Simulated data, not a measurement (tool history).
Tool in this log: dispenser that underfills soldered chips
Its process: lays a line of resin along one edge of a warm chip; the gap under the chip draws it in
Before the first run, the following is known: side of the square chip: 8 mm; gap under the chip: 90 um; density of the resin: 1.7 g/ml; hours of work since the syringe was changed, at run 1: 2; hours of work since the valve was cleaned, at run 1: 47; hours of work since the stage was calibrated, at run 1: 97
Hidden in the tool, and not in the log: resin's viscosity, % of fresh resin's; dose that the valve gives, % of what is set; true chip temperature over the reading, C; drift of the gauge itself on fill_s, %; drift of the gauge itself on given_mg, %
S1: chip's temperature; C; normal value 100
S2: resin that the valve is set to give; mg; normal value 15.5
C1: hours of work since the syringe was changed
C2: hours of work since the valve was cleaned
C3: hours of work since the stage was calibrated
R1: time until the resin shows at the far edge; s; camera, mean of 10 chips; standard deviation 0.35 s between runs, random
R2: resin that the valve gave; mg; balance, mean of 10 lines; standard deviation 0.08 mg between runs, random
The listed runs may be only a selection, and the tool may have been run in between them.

run,day,S1,S2,C1,C2,C3,R1,R2
1,0.000,100,15.5,2,47,97,20.3,15.30
2,0.192,100,15.5,5,50,100,25.1,15.18
# day 0.321: new syringe of resin
3,0.367,100,15.5,1,53,103,19.3,15.22
4,0.571,91,15.5,4,56,107,34.2,15.10
# day 0.742: new syringe of resin
5,0.750,100,15.5,0,59,110,18.5,15.13
6,0.871,100,15.1,2,61,112,21.1,14.57
7,1.000,100,15.1,4,64,114,24.3,14.74
8,1.121,100,15.1,7,66,116,28.4,14.63
# day 1.167: new syringe of resin
9,1.271,100,15.5,2,68,118,19.8,15.24
10,1.442,95,14.5,5,71,121,30.5,14.07
# day 1.592: new syringe of resin
11,1.683,89,17.1,2,75,125,30.3,16.60
12,1.825,100,15.1,4,77,128,24.2,14.61
# day 2.017: new syringe of resin
13,2.050,94,18.2,1,81,131,23.1,17.65
14,2.196,108,18.2,3,84,134,16.3,17.49
15,2.396,90,15.5,7,87,137,39.9,14.96
# day 2.433: new syringe of resin
16,2.504,85,14.6,1,89,139,35.5,14.11
17,2.612,100,17.6,3,91,141,22.0,16.99

For each run, the measured value with the value that run would have given without the tool's hidden condition subtracted. The run-to-run variation is shared by both, the gauge scatter possibly not:
run,R1,R2
1,+2.0,-0.27
2,+7.0,-0.30
3,+0.8,-0.32
4,+8.1,-0.34
5,+0.1,-0.36
6,+2.7,-0.36
7,+6.1,-0.37
8,+9.8,-0.39
9,+1.9,-0.42
10,+7.8,-0.41
11,+2.9,-0.50
12,+5.6,-0.45
13,+0.0,-0.57
14,+2.4,-0.59
15,+12.8,-0.53
16,+2.3,-0.50
17,+3.8,-0.63
